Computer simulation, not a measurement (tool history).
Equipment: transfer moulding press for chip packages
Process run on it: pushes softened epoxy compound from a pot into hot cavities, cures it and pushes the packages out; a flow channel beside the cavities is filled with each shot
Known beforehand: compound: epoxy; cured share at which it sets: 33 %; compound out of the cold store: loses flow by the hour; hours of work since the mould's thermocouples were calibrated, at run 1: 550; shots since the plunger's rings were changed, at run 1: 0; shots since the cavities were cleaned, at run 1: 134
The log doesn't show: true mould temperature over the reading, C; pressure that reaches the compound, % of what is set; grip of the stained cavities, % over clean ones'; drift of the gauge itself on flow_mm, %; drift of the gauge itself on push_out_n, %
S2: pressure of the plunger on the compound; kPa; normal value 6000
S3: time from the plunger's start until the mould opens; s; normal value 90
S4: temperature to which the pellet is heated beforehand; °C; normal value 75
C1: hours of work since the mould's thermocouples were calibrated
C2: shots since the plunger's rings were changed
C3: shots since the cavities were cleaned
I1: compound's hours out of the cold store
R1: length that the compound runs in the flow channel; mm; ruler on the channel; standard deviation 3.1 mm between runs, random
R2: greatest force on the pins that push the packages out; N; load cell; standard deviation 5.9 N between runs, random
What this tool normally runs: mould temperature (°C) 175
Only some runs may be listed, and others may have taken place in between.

Run 1, day 0.000: usual settings; C1 550; C2 0; C3 134; I1 32.1. Result: R1 864 mm, R2 252 N.
At day 1.354: cavities cleaned with cleaning compound and waxed.
Run 2, day 1.654: usual settings but S2 6240 kPa; C1 579; C2 591; C3 111; I1 23.5. Result: R1 893 mm, R2 319 N.
At day 3.033: cavities cleaned with cleaning compound and waxed.
Run 3, day 4.058: usual settings but S2 6240 kPa; C1 623; C2 1460; C3 379; I1 42.2. Result: R1 849 mm, R2 279 N.
At day 4.683: cavities cleaned with cleaning compound and waxed.
At day 6.275: cavities cleaned with cleaning compound and waxed.
Run 4, day 6.275: usual settings but mould temperature (°C) 179; C1 662; C2 2237; C3 0; I1 47.8. Result: R1 799 mm, R2 186 N.
At day 7.433: mould's thermocouples calibrated.
At day 7.921: cavities cleaned with cleaning compound and waxed.
Run 5, day 7.921: usual settings; C1 8; C2 2793; C3 0; I1 13.4. Result: R1 882 mm, R2 223 N.
At day 9.129: cavities cleaned with cleaning compound and waxed, once more.
Run 6, day 9.900: usual settings but mould temperature (°C) 180; C1 43; C2 3504; C3 285; I1 47.1. Result: R1 796 mm, R2 227 N.
At day 10.838: cavities cleaned with cleaning compound and waxed.
Run 7, day 11.346: usual settings but mould temperature (°C) 180, S3 108 s; C1 69; C2 4018; C3 188; I1 24.6. Result: R1 845 mm, R2 208 N.
At day 12.429: cavities cleaned with cleaning compound and waxed.
At day 13.825: plunger's sealing rings changed.
Run 8, day 13.892: usual settings; C1 113; C2 25; C3 505; I1 28.1. Result: R1 878 mm, R2 317 N.
At day 14.212: cavities cleaned with cleaning compound and waxed.
At day 15.854: cavities cleaned with cleaning compound and waxed.
Run 9, day 15.954: usual settings but S4 77 °C; C1 149; C2 743; C3 36; I1 30.0. Result: R1 863 mm, R2 230 N.
Run 10, day 17.229: usual settings but S4 77 °C; C1 172; C2 1217; C3 510; I1 41.1. Result: R1 837 mm, R2 285 N.
At day 17.529: cavities cleaned with cleaning compound and waxed.
At day 19.242: cavities cleaned with cleaning compound and waxed.
Run 11, day 19.358: usual settings; C1 209; C2 1961; C3 42; I1 29.4. Result: R1 852 mm, R2 222 N.
At day 20.962: cavities cleaned with cleaning compound and waxed.
Run 12, day 21.521: usual settings but S2 5340 kPa; C1 248; C2 2742; C3 208; I1 31.3. Result: R1 793 mm, R2 277 N.
At day 22.633: cavities cleaned with cleaning compound and waxed.
Run 13, day 23.517: usual settings but S2 5340 kPa, S4 83 °C; C1 284; C2 3459; C3 328; I1 35.1. Result: R1 785 mm, R2 278 N.
At day 24.317: cavities cleaned with cleaning compound and waxed.
At day 25.996: cavities cleaned with cleaning compound and waxed.
Run 14, day 26.125: usual settings but mould temperature (°C) 182, S2 5340 kPa, S3 84 s, S4 78 °C; C1 330; C2 4381; C3 49; I1 17.2. Result: R1 794 mm, R2 193 N.
At day 27.712: plunger's sealing rings changed.
At day 27.775: cavities cleaned with cleaning compound and waxed.
Run 15, day 27.779: usual settings but S3 102 s, S4 79 °C; C1 357; C2 1; C3 1; I1 26.5. Result: R1 878 mm, R2 188 N.
At day 29.367: cavities cleaned with cleaning compound and waxed.
Run 16, day 29.967: usual settings but S3 86 s; C1 397; C2 791; C3 224; I1 21.5. Result: R1 883 mm, R2 295 N.
At day 31.033: cavities cleaned with cleaning compound and waxed.
Run 17, day 32.379: usual settings but S2 7030 kPa, S3 121 s, S4 82 °C; C1 440; C2 1663; C3 499; I1 33.3. Result: R1 910 mm, R2 235 N.
At day 32.775: cavities cleaned with cleaning compound and waxed.
Run 18, day 33.975: usual settings but mould temperature (°C) 169, S2 4700 kPa, S3 109 s; C1 469; C2 2232; C3 446; I1 40.6. Result: R1 743 mm, R2 288 N.
At day 34.421: cavities cleaned with cleaning compound and waxed.
Run 19, day 35.883: usual settings but mould temperature (°C) 169, S2 4700 kPa, S3 109 s; C1 503; C2 2917; C3 543; I1 12.2. Result: R1 797 mm, R2 313 N.
At day 36.183: cavities cleaned with cleaning compound and waxed.
At day 37.800: cavities cleaned with cleaning compound and waxed.
Run 20, day 38.050: usual settings but mould temperature (°C) 169, S2 4700 kPa, S3 109 s; C1 541; C2 3676; C3 94; I1 43.8. Result: R1 729 mm, R2 239 N.
At day 39.425: cavities cleaned with cleaning compound and waxed.
Run 21, day 40.662: usual settings but mould temperature (°C) 182; C1 588; C2 4621; C3 458; I1 39.7. Result: R1 794 mm, R2 238 N.
At day 41.100: cavities cleaned with cleaning compound and waxed.
At day 41.558: plunger's sealing rings changed.
At day 42.871: cavities cleaned with cleaning compound and waxed.
Run 22, day 43.138: usual settings but mould temperature (°C) 182; C1 629; C2 562; C3 98; I1 46.9. Result: R1 816 mm, R2 187 N.
At day 44.467: cavities cleaned with cleaning compound and waxed.
Run 23, day 44.475: usual settings but S2 6010 kPa, S3 116 s; C1 653; C2 1036; C3 3; I1 31.5. Result: R1 859 mm, R2 170 N.
At day 46.046: mould's thermocouples calibrated.
At day 46.108: cavities cleaned with cleaning compound and waxed.
Run 24, day 46.425: usual settings but S2 6010 kPa, S3 116 s; C1 6; C2 1705; C3 116; I1 26.9. Result: R1 868 mm, R2 199 N.
At day 47.850: cavities cleaned with cleaning compound and waxed.
Run 25, day 49.050: usual settings but S2 6010 kPa, S3 100 s, S4 76 °C; C1 53; C2 2657; C3 446; I1 43.1. Result: R1 820 mm, R2 250 N.

Same runs, no hidden state in the tool, same run-to-run variation:
run   R1   R2
  1  869  228
  2  904  222
  3  866  219
  4  821  187
  5  910  220
  6  827  178
  7  883  170
  8  880  238
  9  871  222
 10  849  211
 11  871  215
 12  817  232
 13  814  227
 14  831  185
 15  882  188
 16  895  247
 17  930  175
 18  764  225
 19  824  240
 20  760  225
 21  835  179
 22  823  171
 23  871  172
 24  884  175
 25  842  189
